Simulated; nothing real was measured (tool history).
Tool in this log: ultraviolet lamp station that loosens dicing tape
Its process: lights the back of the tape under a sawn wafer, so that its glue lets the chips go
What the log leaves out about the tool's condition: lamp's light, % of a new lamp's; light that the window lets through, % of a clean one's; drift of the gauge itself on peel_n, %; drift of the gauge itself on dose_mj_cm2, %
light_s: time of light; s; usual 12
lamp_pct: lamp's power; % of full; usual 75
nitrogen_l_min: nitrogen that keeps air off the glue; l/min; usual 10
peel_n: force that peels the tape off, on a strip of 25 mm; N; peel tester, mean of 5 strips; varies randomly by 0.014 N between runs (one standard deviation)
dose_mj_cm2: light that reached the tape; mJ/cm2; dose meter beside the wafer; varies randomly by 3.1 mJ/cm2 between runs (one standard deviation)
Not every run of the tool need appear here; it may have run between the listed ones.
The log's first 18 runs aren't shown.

run	hour	light_s	lamp_pct	nitrogen_l_min	hours of work of the lamp	hours of work since the window was cleaned	peel_n	dose_mj_cm2
19	391.9	8	75	10	311	44	1.691	293
20	410.5	12	75	10	321	54	0.797	439
21	438.1	12	75	10	335	68	0.806	433
22	458.8	12	75	10	346	79	0.845	434
23	479.8	21	97	4	358	91	0.19	969
24	508.9	21	97	4	373	106	0.21	957
25	530.9	21	97	4	385	118	0.205	958
26	554.6	7	61	18	397	130	2.648	196
27	568.4	7	99	18	405	138	1.252	318
28	596.5	7	99	18	420	153	1.306	319
29	618	7	99	18	431	164	1.338	313
30	647.5	7	99	18	447	180	1.352	310
31	671.3	12	67	6	460	193	1.428	357
32	701.5	8	93	10	476	209	1.448	327
33	727.4	8	93	10	490	223	1.467	329
34	743.5	8	93	10	498	231	1.435	326
35	772.3	6	61	9	514	247	3.493	162
36	802	19	61	12	529	262	0.56	492
37	820.5	12	75	11	539	272	1.035	387
38	845.3	16	76	11	553	286	0.536	508
39	868.4	19	94	5	565	298	0.341	753
40	885.9	14	94	5	574	307	0.68	549
41	910.6	12	75	5	587	320	1.504	373
42	930.6	23	96	5	598	331	0.212	901
43	948.3	23	96	5	607	340	0.225	894

Forecast each of these 4 alternatives for the next run:
A	977.2	16	91	5	623	356	?	?
B	977.2	12	75	6	623	356	?	?
C	977.2	6	96	4	623	356	?	?
D	977.2	8	96	7	623	356	?	?

run	peel_n	dose_mj_cm2
A	0.568	586
B	1.413	367
C	2.857	229
D	1.737	310
The same runs, with their run-to-run variation unchanged, on a tool lacking any hidden condition would have given:
run	peel_n	dose_mj_cm2
A	0.28	788
B	0.801	493
C	2.006	308
D	1.042	416
